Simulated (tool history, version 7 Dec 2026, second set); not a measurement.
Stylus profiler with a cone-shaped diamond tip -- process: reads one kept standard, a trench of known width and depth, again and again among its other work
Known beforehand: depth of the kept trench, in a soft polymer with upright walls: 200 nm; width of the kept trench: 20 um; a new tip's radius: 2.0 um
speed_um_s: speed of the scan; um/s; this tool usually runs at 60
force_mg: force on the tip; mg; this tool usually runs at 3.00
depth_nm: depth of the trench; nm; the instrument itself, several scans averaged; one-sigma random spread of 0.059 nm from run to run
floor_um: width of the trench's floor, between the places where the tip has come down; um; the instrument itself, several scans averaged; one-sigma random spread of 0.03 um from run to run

{"run": 1, "hour": 0.0, "speed_um_s": 60, "force_mg": 3.0, "depth_nm": 203.38, "floor_um": 18.15}
{"run": 2, "hour": 49.1, "speed_um_s": 60, "force_mg": 3.0, "depth_nm": 203.24, "floor_um": 18.12}
{"run": 3, "hour": 97.4, "speed_um_s": 60, "force_mg": 3.0, "depth_nm": 203.41, "floor_um": 18.09}
{"run": 4, "hour": 134.0, "speed_um_s": 60, "force_mg": 3.0, "depth_nm": 203.31, "floor_um": 18.16}
{"run": 5, "hour": 161.7, "speed_um_s": 60, "force_mg": 3.0, "depth_nm": 203.38, "floor_um": 18.11}
{"run": 6, "hour": 194.7, "speed_um_s": 60, "force_mg": 3.0, "depth_nm": 203.37, "floor_um": 18.15}
{"run": 7, "hour": 230.4, "speed_um_s": 60, "force_mg": 3.0, "depth_nm": 203.28, "floor_um": 18.09}
{"run": 8, "hour": 271.5, "speed_um_s": 60, "force_mg": 3.0, "depth_nm": 203.41, "floor_um": 18.1}
{"run": 9, "hour": 308.8, "speed_um_s": 60, "force_mg": 3.0, "depth_nm": 203.36, "floor_um": 18.08}
{"run": 10, "hour": 332.2, "speed_um_s": 60, "force_mg": 3.0, "depth_nm": 203.36, "floor_um": 18.15}
{"run": 11, "hour": 368.7, "speed_um_s": 32, "force_mg": 3.0, "depth_nm": 203.24, "floor_um": 18.2}
{"run": 12, "hour": 405.0, "speed_um_s": 60, "force_mg": 3.0, "depth_nm": 203.39, "floor_um": 18.12}
{"run": 13, "hour": 426.9, "speed_um_s": 60, "force_mg": 1.02, "depth_nm": 201.6, "floor_um": 18.06}
{"run": 14, "hour": 466.5, "speed_um_s": 60, "force_mg": 1.05, "depth_nm": 201.64, "floor_um": 18.03}
{"run": 15, "hour": 515.5, "speed_um_s": 60, "force_mg": 1.52, "depth_nm": 202.07, "floor_um": 18.03}
{"run": 16, "hour": 555.6, "speed_um_s": 60, "force_mg": 3.0, "depth_nm": 203.35, "floor_um": 18.1}
{"run": 17, "hour": 589.2, "speed_um_s": 60, "force_mg": 3.0, "depth_nm": 203.21, "floor_um": 18.05}
{"run": 18, "hour": 612.5, "speed_um_s": 60, "force_mg": 3.0, "depth_nm": 203.36, "floor_um": 18.12}
{"run": 19, "hour": 647.5, "speed_um_s": 60, "force_mg": 3.0, "depth_nm": 203.33, "floor_um": 18.1}
{"run": 20, "hour": 689.4, "speed_um_s": 60, "force_mg": 3.0, "depth_nm": 203.23, "floor_um": 18.12}
{"run": 21, "hour": 730.6, "speed_um_s": 60, "force_mg": 3.0, "depth_nm": 203.33, "floor_um": 18.09}
{"run": 22, "hour": 752.7, "speed_um_s": 60, "force_mg": 3.0, "depth_nm": 203.45, "floor_um": 18.14}
{"run": 23, "hour": 794.9, "speed_um_s": 60, "force_mg": 3.0, "depth_nm": 203.38, "floor_um": 18.11}
{"run": 24, "hour": 826.3, "speed_um_s": 60, "force_mg": 8.71, "depth_nm": 206.85, "floor_um": 18.17}
{"run": 25, "hour": 850.4, "speed_um_s": 60, "force_mg": 8.71, "depth_nm": 206.83, "floor_um": 18.19}
{"run": 26, "hour": 872.6, "speed_um_s": 16, "force_mg": 6.41, "depth_nm": 205.55, "floor_um": 18.19}
{"run": 27, "hour": 902.9, "speed_um_s": 16, "force_mg": 6.41, "depth_nm": 205.56, "floor_um": 18.26}
{"run": 28, "hour": 941.3, "speed_um_s": 39, "force_mg": 1.94, "depth_nm": 202.5, "floor_um": 18.14}
{"run": 29, "hour": 993.5, "speed_um_s": 16, "force_mg": 1.8, "depth_nm": 202.44, "floor_um": 18.17}
{"run": 30, "hour": 1036.2, "speed_um_s": 180, "force_mg": 5.6, "depth_nm": 205.14, "floor_um": 17.99}
{"run": 31, "hour": 1085.5, "speed_um_s": 180, "force_mg": 5.6, "depth_nm": 204.97, "floor_um": 17.95}
{"run": 32, "hour": 1122.8, "speed_um_s": 38, "force_mg": 5.41, "depth_nm": 204.96, "floor_um": 18.18}
{"run": 33, "hour": 1174.3, "speed_um_s": 52, "force_mg": 1.87, "depth_nm": 202.34, "floor_um": 18.08}
{"run": 34, "hour": 1210.2, "speed_um_s": 87, "force_mg": 1.06, "depth_nm": 201.75, "floor_um": 17.89}
{"run": 35, "hour": 1251.7, "speed_um_s": 158, "force_mg": 1.43, "depth_nm": 201.95, "floor_um": 17.69}
{"run": 36, "hour": 1302.8, "speed_um_s": 60, "force_mg": 4.82, "depth_nm": 204.61, "floor_um": 18.17}
{"run": 37, "hour": 1328.8, "speed_um_s": 60, "force_mg": 4.82, "depth_nm": 204.65, "floor_um": 18.09}
{"run": 38, "hour": 1365.4, "speed_um_s": 93, "force_mg": 1.22, "depth_nm": 201.85, "floor_um": 17.93}
{"run": 39, "hour": 1408.6, "speed_um_s": 93, "force_mg": 1.22, "depth_nm": 201.78, "floor_um": 17.9}
{"run": 40, "hour": 1447.9, "speed_um_s": 20, "force_mg": 2.91, "depth_nm": 203.25, "floor_um": 18.19}
{"run": 41, "hour": 1492.4, "speed_um_s": 17, "force_mg": 6.33, "depth_nm": 205.6, "floor_um": 18.15}
{"run": 42, "hour": 1524.8, "speed_um_s": 17, "force_mg": 6.33, "depth_nm": 205.46, "floor_um": 18.25}
{"run": 43, "hour": 1558.7, "speed_um_s": 19, "force_mg": 3.65, "depth_nm": 203.86, "floor_um": 18.2}
{"run": 44, "hour": 1596.9, "speed_um_s": 19, "force_mg": 1.59, "depth_nm": 202.25, "floor_um": 18.21}
{"run": 45, "hour": 1638.1, "speed_um_s": 175, "force_mg": 2.74, "depth_nm": 203.21, "floor_um": 17.81}
{"run": 46, "hour": 1684.5, "speed_um_s": 175, "force_mg": 2.74, "depth_nm": 203.18, "floor_um": 17.85}

Taken out of this log: 1 entry between the listed runs. Where each belongs, and how the hidden state differs across it:
Between runs 40 and 41: height scale calibrated on a step standard (hour 1484.0)
  height scale over the true one, %: -0.009 -> 0
